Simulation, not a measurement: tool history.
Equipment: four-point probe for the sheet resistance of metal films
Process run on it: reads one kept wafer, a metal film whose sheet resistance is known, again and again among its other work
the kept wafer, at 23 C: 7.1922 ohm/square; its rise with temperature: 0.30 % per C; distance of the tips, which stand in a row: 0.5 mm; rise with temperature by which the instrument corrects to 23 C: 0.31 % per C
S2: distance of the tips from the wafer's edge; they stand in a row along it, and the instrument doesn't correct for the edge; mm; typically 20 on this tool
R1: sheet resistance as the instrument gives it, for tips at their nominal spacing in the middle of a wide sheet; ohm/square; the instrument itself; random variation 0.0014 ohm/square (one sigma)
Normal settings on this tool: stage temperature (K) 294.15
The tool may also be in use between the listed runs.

run 1 hour=0 | stage_temperature_(K)=294.15 S2=20 | R1=7.198266
run 2 hour=53.7 | stage_temperature_(K)=294.15 S2=20 | R1=7.196351
run 3 hour=109.8 | stage_temperature_(K)=301.15 S2=20 | R1=7.190157
run 4 hour=164.6 | stage_temperature_(K)=294.15 S2=20 | R1=7.194509
run 5 hour=192.5 | stage_temperature_(K)=294.15 S2=20 | R1=7.197785
run 6 hour=225 | stage_temperature_(K)=294.15 S2=20 | R1=7.194677
run 7 hour=274.1 | stage_temperature_(K)=294.15 S2=52 | R1=7.196471
run 8 hour=327.2 | stage_temperature_(K)=294.15 S2=52 | R1=7.191398
run 9 hour=365.1 | stage_temperature_(K)=294.15 S2=11 | R1=7.202792
run 10 hour=406.6 | stage_temperature_(K)=294.15 S2=11 | R1=7.198575
run 11 hour=430.3 | stage_temperature_(K)=294.15 S2=11 | R1=7.199912
run 12 hour=486.3 | stage_temperature_(K)=293.15 S2=20 | R1=7.19991
run 13 hour=523.9 | stage_temperature_(K)=298.15 S2=5 | R1=7.227554
run 14 hour=567.4 | stage_temperature_(K)=306.15 S2=28 | R1=7.1834

The next listed run, before its measurement:
run 15 hour=607.7 | stage_temperature_(K)=306.15 S2=28 | R1=?

R1: 7.183726 ohm/square
Minus the tool's unlogged condition, the same run would have read R1 7.183911 ohm/square.
